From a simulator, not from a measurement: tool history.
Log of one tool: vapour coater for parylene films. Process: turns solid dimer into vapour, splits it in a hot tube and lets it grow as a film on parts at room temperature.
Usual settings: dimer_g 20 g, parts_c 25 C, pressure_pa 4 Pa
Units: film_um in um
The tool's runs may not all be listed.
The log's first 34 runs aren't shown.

run,hour,dimer_g,parts_c,pressure_pa,hours of work since the trap's valve was overhauled,hours of work since the table's thermometer was calibrated,film_um
35,709.5,19,25,4.88,350,921,10.2
36,724.6,18,21,2.61,361,932,12.21
37,749.5,20,20,7.14,378,950,12.97
38,762.3,30,17,3.69,387,959,22.44
39,778.7,30,17,3.69,399,970,21.66
# hour 790.9: trap's valve overhauled
40,808.7,30,21,3.69,13,989,19.74
41,833.2,30,21,3.69,30,1006,19.8
42,852,30,21,3.69,43,1019,19.93
43,881,20,33,11.89,64,1040,7.11
44,907.7,13,20,4,82,1058,8.89
45,924.5,13,20,11.01,94,1070,8.11
46,941.4,29,18,11.01,106,1082,19.88

4 ways to go on from here, each from the tool as it stands after run 46. What would each give?
A,961.3,10,25,4,120,1096,?
B,961.3,35,34,3.95,120,1096,?
C,961.3,17,18,5.34,120,1096,?
D,961.3,31,33,3.52,120,1096,?

run,film_um
A,5.54
B,12.8
C,12.13
D,11.94
Without the tool's hidden state the same runs would have given:
run,film_um
A,5.55
B,12.81
C,12.14
D,11.95
